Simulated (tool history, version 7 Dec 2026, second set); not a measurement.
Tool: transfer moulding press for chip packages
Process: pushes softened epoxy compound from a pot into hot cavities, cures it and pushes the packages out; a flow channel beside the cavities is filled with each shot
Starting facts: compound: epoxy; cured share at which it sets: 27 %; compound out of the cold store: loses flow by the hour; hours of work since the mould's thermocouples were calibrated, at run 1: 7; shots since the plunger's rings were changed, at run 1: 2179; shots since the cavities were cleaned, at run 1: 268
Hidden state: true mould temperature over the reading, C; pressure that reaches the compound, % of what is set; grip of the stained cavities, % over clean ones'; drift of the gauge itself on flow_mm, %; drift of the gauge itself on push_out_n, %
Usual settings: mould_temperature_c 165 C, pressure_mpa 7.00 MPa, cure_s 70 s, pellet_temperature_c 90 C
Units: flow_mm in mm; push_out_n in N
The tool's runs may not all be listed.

| run | hour | mould_temperature_c | pressure_mpa | cure_s | pellet_temperature_c | hours of work since the mould's thermocouples were calibrated | shots since the plunger's rings were changed | shots since the cavities were cleaned | incoming compound's hours out of the cold store | flow_mm | push_out_n |
|---|---|---|---|---|---|---|---|---|---|---|---|
| 1 | 0.0 | 165 | 7.00 | 70 | 90 | 7 | 2179 | 268 | 30.4 | 816 | 251 |
| 2 | 8.7 | 169 | 7.00 | 70 | 90 | 12 | 2297 | 386 | 8.9 | 912 | 246 |
| 3 | 18.9 | 169 | 6.31 | 70 | 90 | 17 | 2437 | 526 | 39.3 | 732 | 249 |
|  | 22.1 | cavities cleaned with cleaning compound and waxed |
| 4 | 27.3 | 165 | 7.00 | 70 | 90 | 21 | 2531 | 71 | 24.4 | 835 | 255 |
| 5 | 35.4 | 165 | 7.00 | 70 | 90 | 26 | 2641 | 181 | 14.4 | 880 | 277 |
| 6 | 43.1 | 165 | 7.00 | 97 | 90 | 30 | 2746 | 286 | 13.6 | 901 | 241 |
| 7 | 54.3 | 165 | 7.00 | 70 | 90 | 36 | 2899 | 439 | 40.2 | 786 | 264 |
| 8 | 60.7 | 165 | 7.00 | 70 | 90 | 40 | 2987 | 527 | 22.3 | 854 | 267 |
|  | 63.4 | cavities cleaned with cleaning compound and waxed |
| 9 | 69.7 | 165 | 7.00 | 70 | 90 | 44 | 3089 | 86 | 38.3 | 790 | 251 |
| 10 | 81.1 | 165 | 7.00 | 70 | 90 | 51 | 3245 | 242 | 19.4 | 858 | 260 |
| 11 | 93.2 | 165 | 7.00 | 70 | 90 | 57 | 3411 | 408 | 38.3 | 778 | 269 |
|  | 105.3 | cavities cleaned with cleaning compound and waxed |
| 12 | 107.6 | 165 | 7.00 | 70 | 90 | 65 | 3587 | 32 | 18.5 | 876 | 259 |
| 13 | 117.4 | 165 | 7.00 | 70 | 86 | 70 | 3720 | 165 | 35.7 | 795 | 263 |
| 14 | 123.8 | 165 | 7.00 | 70 | 86 | 74 | 3808 | 253 | 27.8 | 821 | 257 |
| 15 | 135.2 | 162 | 7.00 | 61 | 90 | 80 | 3963 | 408 | 33.7 | 815 | 332 |
| 16 | 144.0 | 171 | 7.00 | 68 | 90 | 85 | 4084 | 529 | 34.8 | 777 | 255 |
|  | 146.2 | cavities cleaned with cleaning compound and waxed |
| 17 | 155.7 | 160 | 5.56 | 82 | 92 | 91 | 4223 | 130 | 11.8 | 825 | 272 |
| 18 | 166.2 | 160 | 5.56 | 82 | 92 | 97 | 4367 | 274 | 45.9 | 678 | 269 |
| 19 | 178.7 | 160 | 5.56 | 82 | 92 | 104 | 4537 | 444 | 26.7 | 753 | 267 |
| 20 | 184.4 | 166 | 6.77 | 78 | 93 | 107 | 4614 | 521 | 39.2 | 762 | 245 |
|  | 187.0 | cavities cleaned with cleaning compound and waxed |
| 21 | 192.5 | 167 | 6.93 | 91 | 97 | 111 | 4704 | 74 | 20.9 | 855 | 245 |
| 22 | 200.3 | 173 | 6.36 | 64 | 83 | 115 | 4811 | 181 | 34.4 | 743 | 244 |
| 23 | 209.9 | 165 | 7.00 | 57 | 94 | 120 | 4943 | 313 | 29.2 | 825 | 325 |
| 24 | 215.9 | 165 | 5.91 | 73 | 90 | 124 | 5025 | 395 | 25.8 | 772 | 257 |
|  | 228.2 | cavities cleaned with cleaning compound and waxed |
| 25 | 229.6 | 165 | 7.00 | 70 | 83 | 131 | 5191 | 19 | 43.7 | 770 | 261 |
| 26 | 241.0 | 165 | 7.00 | 70 | 83 | 137 | 5347 | 175 | 41.1 | 777 | 264 |
| 27 | 247.8 | 171 | 7.62 | 50 | 90 | 141 | 5440 | 268 | 43.5 | 787 | 309 |
| 28 | 254.1 | 163 | 7.62 | 50 | 90 | 144 | 5526 | 354 | 37.5 | 817 | 467 |

Forecast each of these 4 alternatives for the next run:
| A | 261.5 | 163 | 7.62 | 59 | 90 | 149 | 5626 | 454 | 36.6 | ? | ? |
| B | 261.5 | 163 | 7.62 | 82 | 90 | 149 | 5626 | 454 | 11.3 | ? | ? |
| C | 261.5 | 165 | 7.00 | 73 | 90 | 149 | 5626 | 454 | 16.3 | ? | ? |
| D | 261.5 | 165 | 6.43 | 70 | 92 | 149 | 5626 | 454 | 31.9 | ? | ? |

| run | flow_mm | push_out_n |
|---|---|---|
| A | 826 | 358 |
| B | 949 | 259 |
| C | 876 | 265 |
| D | 783 | 273 |
Take away the tool's hidden state, keep each run's random variation, and the runs would have read:
| run | flow_mm | push_out_n |
|---|---|---|
| A | 829 | 355 |
| B | 952 | 257 |
| C | 879 | 263 |
| D | 786 | 271 |
